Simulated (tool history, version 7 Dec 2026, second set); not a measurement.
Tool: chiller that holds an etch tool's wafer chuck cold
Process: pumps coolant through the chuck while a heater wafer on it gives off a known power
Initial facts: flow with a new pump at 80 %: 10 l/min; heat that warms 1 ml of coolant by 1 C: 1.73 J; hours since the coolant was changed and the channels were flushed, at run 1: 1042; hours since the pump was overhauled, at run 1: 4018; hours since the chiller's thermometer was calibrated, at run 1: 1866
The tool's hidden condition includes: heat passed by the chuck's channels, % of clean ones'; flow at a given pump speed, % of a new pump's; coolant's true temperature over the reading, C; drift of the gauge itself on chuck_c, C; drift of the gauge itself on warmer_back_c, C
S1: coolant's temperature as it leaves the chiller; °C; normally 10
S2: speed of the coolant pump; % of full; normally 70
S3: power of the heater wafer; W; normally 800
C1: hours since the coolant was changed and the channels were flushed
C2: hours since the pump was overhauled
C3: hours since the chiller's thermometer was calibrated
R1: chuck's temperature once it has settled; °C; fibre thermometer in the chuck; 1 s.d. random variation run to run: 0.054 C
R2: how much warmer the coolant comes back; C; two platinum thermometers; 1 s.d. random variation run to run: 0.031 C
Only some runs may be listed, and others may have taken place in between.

{"run": 1, "hour": 0.0, "S1": 10, "S2": 70, "S3": 800, "C1": 1042, "C2": 4018, "C3": 1866, "R1": 16.66, "R2": 3.63}
{"run": 2, "hour": 85.4, "S1": 10, "S2": 70, "S3": 800, "C1": 1127, "C2": 4103, "C3": 1952, "R1": 16.6, "R2": 3.67}
{"run": 3, "hour": 179.9, "S1": 10, "S2": 70, "S3": 800, "C1": 1221, "C2": 4198, "C3": 2046, "R1": 16.61, "R2": 3.83}
{"run": 4, "hour": 269.5, "S1": 10, "S2": 70, "S3": 800, "C1": 1311, "C2": 4287, "C3": 2136, "R1": 16.69, "R2": 3.79}
{"run": 5, "hour": 326.0, "S1": 10, "S2": 70, "S3": 800, "C1": 1368, "C2": 4344, "C3": 2192, "R1": 16.73, "R2": 3.7}
{"run": 6, "hour": 376.6, "S1": 10, "S2": 70, "S3": 800, "C1": 1418, "C2": 4394, "C3": 2243, "R1": 16.68, "R2": 3.75}
{"hour": 425.6, "done": "chiller's thermometer calibrated"}
{"run": 7, "hour": 463.5, "S1": 10, "S2": 70, "S3": 800, "C1": 1504, "C2": 4480, "C3": 38, "R1": 17.13, "R2": 3.76}
{"run": 8, "hour": 514.2, "S1": 10, "S2": 70, "S3": 451, "C1": 1555, "C2": 4531, "C3": 89, "R1": 14.08, "R2": 2.11}
{"run": 9, "hour": 588.8, "S1": 10, "S2": 77, "S3": 682, "C1": 1629, "C2": 4606, "C3": 163, "R1": 15.66, "R2": 2.93}
{"run": 10, "hour": 688.0, "S1": 10, "S2": 87, "S3": 788, "C1": 1729, "C2": 4705, "C3": 262, "R1": 15.87, "R2": 2.99}
{"run": 11, "hour": 789.2, "S1": 10, "S2": 87, "S3": 788, "C1": 1830, "C2": 4806, "C3": 364, "R1": 16.05, "R2": 3.01}
{"run": 12, "hour": 880.3, "S1": 14, "S2": 87, "S3": 788, "C1": 1921, "C2": 4897, "C3": 455, "R1": 19.95, "R2": 3.05}
{"run": 13, "hour": 971.6, "S1": 14, "S2": 87, "S3": 788, "C1": 2012, "C2": 4989, "C3": 546, "R1": 20.03, "R2": 3.04}

Here are 3 independent what-if runs from the current tool condition. What would each one return?
{"hour": 1003.8, "done": "coolant pump overhauled"}
{"run": "A", "hour": 1050.5, "S1": 10, "S2": 70, "S3": 1181, "C1": 2086, "C2": 47, "C3": 620, "R1": "?", "R2": "?"}
{"hour": 1003.8, "done": "coolant pump overhauled"}
{"run": "B", "hour": 1050.5, "S1": 14, "S2": 74, "S3": 788, "C1": 2086, "C2": 47, "C3": 620, "R1": "?", "R2": "?"}
{"hour": 1003.8, "done": "coolant pump overhauled"}
{"run": "C", "hour": 1050.5, "S1": 14, "S2": 65, "S3": 788, "C1": 2086, "C2": 47, "C3": 620, "R1": "?", "R2": "?"}

run=A R1=19.40 R2=4.80
run=B R1=19.92 R2=2.99
run=C R1=20.58 R2=3.40
Stripped of hidden state, with their random variation kept, the same runs would have yielded:
run=A R1=18.98 R2=4.78
run=B R1=19.67 R2=2.98
run=C R1=20.29 R2=3.38
